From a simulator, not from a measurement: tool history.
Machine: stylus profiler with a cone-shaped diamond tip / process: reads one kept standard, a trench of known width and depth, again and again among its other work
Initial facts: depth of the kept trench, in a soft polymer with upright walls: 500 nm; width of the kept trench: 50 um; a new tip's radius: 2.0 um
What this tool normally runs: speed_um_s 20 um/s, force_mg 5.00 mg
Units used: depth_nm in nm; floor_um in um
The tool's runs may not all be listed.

run,day,speed_um_s,force_mg,depth_nm,floor_um
1,0.000,20,5.00,512.72,45.99
# day 2.842: new tip fitted, height scale calibrated
2,4.338,20,5.00,511.60,47.18
3,6.333,20,5.00,511.53,47.18
4,9.683,20,5.00,511.70,47.05
5,13.246,20,5.00,511.77,46.89
6,17.296,20,5.00,511.88,46.80

The next listed run, before its measurement:
7,20.504,20,11.94,?,?

{"run 7": {"depth_nm": 521.04, "floor_um": 46.69}}
The same run, on a tool lacking any hidden state, would have yielded depth_nm 520.72 nm, floor_um 47.30 um.

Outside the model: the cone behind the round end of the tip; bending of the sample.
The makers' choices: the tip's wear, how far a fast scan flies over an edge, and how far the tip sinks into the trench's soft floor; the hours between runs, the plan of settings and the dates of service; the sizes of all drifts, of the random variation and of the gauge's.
